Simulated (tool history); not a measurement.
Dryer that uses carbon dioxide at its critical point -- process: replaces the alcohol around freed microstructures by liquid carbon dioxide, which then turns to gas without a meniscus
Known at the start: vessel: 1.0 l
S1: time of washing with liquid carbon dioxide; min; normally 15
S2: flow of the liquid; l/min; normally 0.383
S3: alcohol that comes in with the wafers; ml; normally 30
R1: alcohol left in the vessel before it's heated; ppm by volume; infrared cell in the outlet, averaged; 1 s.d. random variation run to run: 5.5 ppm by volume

| run | hour | S1 | S2 | S3 | R1 |
|---|---|---|---|---|---|
| 1 | 0 | 15 | 0.383 | 30 | 285 |
| 2 | 45.3 | 15 | 0.383 | 30 | 295 |
| 3 | 85.7 | 15 | 0.383 | 62 | 567 |
| 4 | 122.6 | 15 | 0.383 | 30 | 301 |
| 5 | 171.4 | 15 | 0.383 | 30 | 310 |
| 6 | 216.5 | 15 | 0.383 | 30 | 310 |
| 7 | 256.6 | 15 | 0.383 | 30 | 306 |
|  | 301.1 | inlet filter changed |
| 8 | 313 | 15 | 0.383 | 30 | 211 |
|  | 326.9 | purifier's bed changed |
| 9 | 345.6 | 15 | 0.268 | 30 | 807 |
| 10 | 377.8 | 15 | 0.383 | 30 | 162 |
| 11 | 422.1 | 15 | 0.383 | 30 | 160 |
| 12 | 460 | 15 | 0.403 | 30 | 129 |
| 13 | 520.3 | 15 | 0.403 | 30 | 138 |
| 14 | 566.3 | 15 | 0.403 | 30 | 132 |
| 15 | 619.1 | 11 | 0.469 | 25 | 250 |
| 16 | 661.6 | 11 | 0.469 | 25 | 245 |
| 17 | 688.9 | 15 | 0.609 | 114 | 38 |
| 18 | 716.2 | 14 | 0.368 | 41 | 433 |
| 19 | 751.4 | 12 | 0.497 | 30 | 155 |
| 20 | 810 | 12 | 0.365 | 46 | 950 |
| 21 | 841.2 | 19 | 0.365 | 46 | 114 |
| 22 | 887.4 | 17 | 0.239 | 30 | 898 |
| 23 | 918.6 | 17 | 0.399 | 36 | 103 |
| 24 | 952.9 | 17 | 0.399 | 36 | 103 |
| 25 | 1010.2 | 15 | 0.498 | 81 | 130 |
| 26 | 1049.3 | 10 | 0.284 | 81 | 7094 |
| 27 | 1099.2 | 10 | 0.284 | 81 | 7179 |

Measured minus without-hidden-state, run by run (identical run-to-run variation in each term; gauge scatter may differ):
Hidden state at play: flow that reaches the vessel past the clogged filter, %; alcohol in the recycled carbon dioxide, ppm; drift of the gauge itself on alcohol_ppm, %.
| run | R1 |
|---|---|
| 1 | +132 |
| 2 | +139 |
| 3 | +251 |
| 4 | +148 |
| 5 | +152 |
| 6 | +158 |
| 7 | +158 |
| 8 | +57 |
| 9 | +14 |
| 10 | +7 |
| 11 | +10 |
| 12 | +11 |
| 13 | +15 |
| 14 | +18 |
| 15 | +31 |
| 16 | +34 |
| 17 | +13 |
| 18 | +63 |
| 19 | +32 |
| 20 | +135 |
| 21 | +32 |
| 22 | +132 |
| 23 | +34 |
| 24 | +36 |
| 25 | +46 |
| 26 | +881 |
| 27 | +944 |

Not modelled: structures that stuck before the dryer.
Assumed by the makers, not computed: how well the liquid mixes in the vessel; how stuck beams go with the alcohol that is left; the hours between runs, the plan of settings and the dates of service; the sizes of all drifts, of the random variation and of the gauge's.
